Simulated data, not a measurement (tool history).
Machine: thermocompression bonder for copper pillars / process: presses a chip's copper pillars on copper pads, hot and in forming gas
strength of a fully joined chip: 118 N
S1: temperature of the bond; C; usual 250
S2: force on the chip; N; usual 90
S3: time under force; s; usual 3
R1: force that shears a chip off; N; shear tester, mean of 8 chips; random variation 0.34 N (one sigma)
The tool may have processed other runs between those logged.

run   hour   S1   S2  S3     R1
  1    0.0  250   90   3   60.7
  2   19.5  250   90   3   60.1
  3   38.5  250   90   3   60.9
  4   51.6  250   90   3   60.8
  5   67.4  250   90   3   60.8
  6   86.9  250   90   3   60.7
  7  106.3  250   90   3   60.9
  8  117.9  250   90   3   61.1
  9  132.6  245   90   3   56.5
 10  148.8  245   90   3   56.5
 11  162.8  245   90   3   56.4
 12  180.3  245   90   3   57.0
 13  193.4  245   90   3   56.7
 14  205.4  250   90   2   53.3
 15  224.1  250   90   2   53.4
 16  240.7  250   98   3   66.3
 17  249.9  250   90   3   62.0
 18  260.4  250   92   3   62.7
 19  281.1  250   92   3   62.8
     288.4  -- forming gas filter changed
 20  290.2  250   92   3   63.2
 21  303.3  228   90   3   41.7
 22  314.4  230   68   2   27.6
 23  331.5  240   54   3   32.5
 24  342.3  240   54   3   32.3
     353.3  -- gauge calibrated
 25  361.4  250   83   3   56.7
 26  375.7  273  122   7  110.0
 27  386.1  252   90   4   69.4
 28  401.2  257   97   2   62.3
 29  418.7  262   90   3   72.4
 30  428.6  270   90   3   79.3
 31  444.4  263   84   7   87.8
 32  464.2  245  131   2   67.1
 33  484.5  249   90   3   59.4
 34  501.8  255   90   3   65.8
 35  521.6  250   90   5   71.9
 36  542.2  250   90   5   73.0
 37  554.1  246   90   5   67.9
 38  566.3  254   86   5   74.4
 39  584.4  223   80   3   33.6

Branching from run 39: 4 alternative next runs. What would each branch give?
  A  595.2  223  122   3   ?
  B  595.2  233   78   2   ?
  C  595.2  267   73   8   ?
  D  595.2  223   65   3   ?

run    R1
  A  50.8
  B  34.1
  C  87.6
  D  26.9
Stripped of hidden state, with their random variation kept, the same runs would have yielded:
run    R1
  A  49.6
  B  33.4
  C  85.7
  D  26.2

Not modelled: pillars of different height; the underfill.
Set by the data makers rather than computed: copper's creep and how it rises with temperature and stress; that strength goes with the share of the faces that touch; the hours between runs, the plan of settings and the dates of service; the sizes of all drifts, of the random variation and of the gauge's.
